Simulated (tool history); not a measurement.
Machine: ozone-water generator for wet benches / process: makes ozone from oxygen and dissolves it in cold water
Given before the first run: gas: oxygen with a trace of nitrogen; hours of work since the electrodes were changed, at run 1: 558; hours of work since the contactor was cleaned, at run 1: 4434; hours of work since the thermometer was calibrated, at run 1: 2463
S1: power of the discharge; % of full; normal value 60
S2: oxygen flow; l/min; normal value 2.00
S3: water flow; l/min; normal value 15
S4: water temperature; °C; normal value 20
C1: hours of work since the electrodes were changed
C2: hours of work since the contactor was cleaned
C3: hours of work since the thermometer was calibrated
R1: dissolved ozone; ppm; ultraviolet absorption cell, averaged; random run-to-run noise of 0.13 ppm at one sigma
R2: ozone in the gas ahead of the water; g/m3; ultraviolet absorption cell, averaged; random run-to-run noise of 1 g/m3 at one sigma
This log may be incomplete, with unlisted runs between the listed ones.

Run 1, hour 0.0: usual settings; C1 558; C2 4434; C3 2463. Result: R1 13.4 ppm, R2 177.1 g/m3.
Run 2, hour 65.8: usual settings; C1 607; C2 4483; C3 2512. Result: R1 13.3 ppm, R2 176.8 g/m3.
Run 3, hour 105.1: usual settings but S4 18 °C; C1 636; C2 4512; C3 2541. Result: R1 13.8 ppm, R2 175.9 g/m3.
Run 4, hour 151.4: usual settings but S4 13 °C; C1 670; C2 4546; C3 2576. Result: R1 14.1 ppm, R2 176.6 g/m3.
Run 5, hour 204.2: usual settings but S4 13 °C; C1 710; C2 4585; C3 2615. Result: R1 14.2 ppm, R2 176.8 g/m3.
At hour 218.5: water thermometer calibrated.
Run 6, hour 251.5: usual settings but S4 13 °C; C1 744; C2 4620; C3 24. Result: R1 14.1 ppm, R2 176.1 g/m3.
At hour 258.1: contactor cleaned.
Run 7, hour 291.8: usual settings but S4 13 °C; C1 771; C2 25; C3 51. Result: R1 13.6 ppm, R2 176.1 g/m3.
Run 8, hour 319.2: usual settings; C1 791; C2 45; C3 72. Result: R1 13.3 ppm, R2 175.3 g/m3.
Run 9, hour 374.7: usual settings; C1 833; C2 86; C3 113. Result: R1 12.5 ppm, R2 177.0 g/m3.
Run 10, hour 430.9: usual settings but S2 1.30 l/min, S4 23 °C; C1 874; C2 128; C3 155. Result: R1 11.1 ppm, R2 214.6 g/m3.
Run 11, hour 458.2: usual settings but S2 1.30 l/min, S4 23 °C; C1 895; C2 148; C3 175. Result: R1 11.1 ppm, R2 213.8 g/m3.
Run 12, hour 513.0: usual settings but S3 11 l/min, S4 26 °C; C1 935; C2 189; C3 215. Result: R1 15.6 ppm, R2 177.5 g/m3.
At hour 552.3: contactor cleaned, once more.
Run 13, hour 579.8: usual settings but S3 11 l/min, S4 26 °C; C1 982; C2 20; C3 262. Result: R1 16.4 ppm, R2 175.0 g/m3.
Run 14, hour 608.6: usual settings but S3 11 l/min, S4 26 °C; C1 1003; C2 42; C3 283. Result: R1 16.4 ppm, R2 174.9 g/m3.
Run 15, hour 668.9: usual settings but S1 57 % of full, S2 1.03 l/min, S3 10 l/min; C1 1048; C2 86; C3 328. Result: R1 15.9 ppm, R2 229.9 g/m3.

Below are 3 alternative next runs, each starting from the tool's condition after run 15. Predict each:
Run A, hour 710.8: usual settings but S2 2.15 l/min; C1 1079; C2 118; C3 359. Result: R1 ?, R2 ?.
Run B, hour 710.8: usual settings but S2 1.93 l/min, S3 19 l/min, S4 17 °C; C1 1079; C2 118; C3 359. Result: R1 ?, R2 ?.
Run C, hour 710.8: usual settings but S1 62 % of full, S2 1.20 l/min, S3 9 l/min; C1 1079; C2 118; C3 359. Result: R1 ?, R2 ?.

run    R1     R2
  A  13.9  170.7
  B  10.9  177.8
  C  19.2  223.8
Stripped of hidden state, with their random variation kept, the same runs would have yielded:
run    R1     R2
  A  14.3  175.2
  B  11.2  182.5
  C  19.7  229.9
